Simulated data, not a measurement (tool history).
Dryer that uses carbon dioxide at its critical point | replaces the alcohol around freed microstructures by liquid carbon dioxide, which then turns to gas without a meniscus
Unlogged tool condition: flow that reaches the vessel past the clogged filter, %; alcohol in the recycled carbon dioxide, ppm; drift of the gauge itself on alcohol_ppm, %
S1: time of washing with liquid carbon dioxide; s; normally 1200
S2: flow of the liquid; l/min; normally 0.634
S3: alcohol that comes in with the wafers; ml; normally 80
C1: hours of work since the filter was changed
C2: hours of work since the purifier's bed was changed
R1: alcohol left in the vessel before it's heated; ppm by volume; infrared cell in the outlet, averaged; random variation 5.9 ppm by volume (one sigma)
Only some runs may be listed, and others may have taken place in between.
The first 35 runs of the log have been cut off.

| run | hour | S1 | S2 | S3 | C1 | C2 | R1 |
|---|---|---|---|---|---|---|---|
| 36 | 421.4 | 1500 | 0.453 | 31 | 343 | 258 | 209 |
| 37 | 434.0 | 780 | 1.017 | 53 | 350 | 264 | 212 |
| 38 | 442.5 | 780 | 1.017 | 53 | 355 | 269 | 206 |
| 39 | 453.0 | 1680 | 0.807 | 24 | 360 | 274 | 65 |
| 40 | 461.8 | 1200 | 0.733 | 48 | 365 | 279 | 136 |
| 41 | 476.3 | 1200 | 0.462 | 80 | 373 | 287 | 1013 |
| 42 | 485.3 | 840 | 0.629 | 60 | 377 | 292 | 978 |
| 43 | 496.9 | 1680 | 1.030 | 80 | 384 | 298 | 64 |
| 44 | 508.2 | 1140 | 0.885 | 85 | 390 | 304 | 122 |
| 45 | 517.2 | 1140 | 0.569 | 36 | 395 | 309 | 309 |
| 46 | 524.8 | 1200 | 0.435 | 80 | 399 | 313 | 1253 |

Consider 4 possible next runs. They are alternatives, not a sequence: every one starts from the tool as it was left by run 46. What does each give?
| A | 535.3 | 1260 | 1.075 | 76 | 404 | 319 | ? |
| B | 535.3 | 1200 | 0.514 | 30 | 404 | 319 | ? |
| C | 535.3 | 960 | 0.634 | 70 | 404 | 319 | ? |
| D | 535.3 | 1200 | 0.646 | 80 | 404 | 319 | ? |

| run | R1 |
|---|---|
| A | 71 |
| B | 302 |
| C | 726 |
| D | 299 |
Without the tool's unlogged condition, the same runs would have read:
| run | R1 |
|---|---|
| A | 8 |
| B | 193 |
| C | 528 |
| D | 180 |
